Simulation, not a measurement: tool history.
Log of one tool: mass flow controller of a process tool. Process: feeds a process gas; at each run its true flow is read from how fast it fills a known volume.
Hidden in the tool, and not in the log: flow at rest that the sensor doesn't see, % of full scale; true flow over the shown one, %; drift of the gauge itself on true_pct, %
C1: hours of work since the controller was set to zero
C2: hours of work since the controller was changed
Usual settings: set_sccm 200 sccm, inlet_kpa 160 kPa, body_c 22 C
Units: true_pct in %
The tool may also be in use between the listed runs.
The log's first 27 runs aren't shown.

Run 28, day 65.071: usual settings but set_sccm 166 sccm, inlet_kpa 184 kPa, body_c 27 C; C1 2550; C2 2550. Result: true_pct 99.88 %.
Run 29, day 67.6: usual settings but set_sccm 65 sccm, inlet_kpa 161 kPa, body_c 38 C; C1 2591; C2 2591. Result: true_pct 99.86 %.
Run 30, day 70.838: usual settings but body_c 24 C; C1 2645; C2 2645. Result: true_pct 99.72 %.
Run 31, day 72.529: usual settings but set_sccm 132 sccm, body_c 25 C; C1 2672; C2 2672. Result: true_pct 99.27 %.
Run 32, day 75.371: usual settings but set_sccm 129 sccm, body_c 27 C; C1 2719; C2 2719. Result: true_pct 99.46 %.
Run 33, day 77.271: usual settings but set_sccm 149 sccm, inlet_kpa 166 kPa, body_c 28 C; C1 2750; C2 2750. Result: true_pct 99.66 %.
Run 34, day 80.454: usual settings but set_sccm 149 sccm, inlet_kpa 166 kPa, body_c 28 C; C1 2802; C2 2802. Result: true_pct 99.84 %.
Run 35, day 83.088: usual settings but inlet_kpa 250 kPa; C1 2846; C2 2846. Result: true_pct 99.16 %.
Run 36, day 85.908: usual settings but set_sccm 378 sccm, inlet_kpa 173 kPa, body_c 24 C; C1 2892; C2 2892. Result: true_pct 100.28 %.
Run 37, day 88.179: usual settings but body_c 21 C; C1 2929; C2 2929. Result: true_pct 99.26 %.
Run 38, day 90.55: usual settings but inlet_kpa 235 kPa; C1 2968; C2 2968. Result: true_pct 99.2 %.
Run 39, day 92.196: usual settings but inlet_kpa 235 kPa, body_c 25 C; C1 2995; C2 2995. Result: true_pct 99.4 %.
Run 40, day 94.767: usual settings but inlet_kpa 235 kPa, body_c 25 C; C1 3037; C2 3037. Result: true_pct 99.43 %.

5 ways to go on from here, each from the tool as it stands after run 40. What would each give?
Run A, day 97.392: usual settings but inlet_kpa 149 kPa, body_c 27 C; C1 3080; C2 3080. Result: true_pct ?.
Run B, day 97.392: usual settings but set_sccm 168 sccm, inlet_kpa 201 kPa, body_c 34 C; C1 3080; C2 3080. Result: true_pct ?.
Run C, day 97.392: usual settings but inlet_kpa 146 kPa, body_c 25 C; C1 3080; C2 3080. Result: true_pct ?.
Run D, day 97.392: usual settings but set_sccm 71 sccm, inlet_kpa 219 kPa, body_c 25 C; C1 3080; C2 3080. Result: true_pct ?.
Run E, day 97.392: usual settings but set_sccm 221 sccm, inlet_kpa 259 kPa, body_c 25 C; C1 3080; C2 3080. Result: true_pct ?.

run  true_pct
  A    100.05
  B    100.51
  C       100
  D     97.95
  E     99.63
Without the tool's hidden state the same runs would have given:
run  true_pct
  A     99.95
  B    100.54
  C     99.89
  D     99.18
  E     99.45
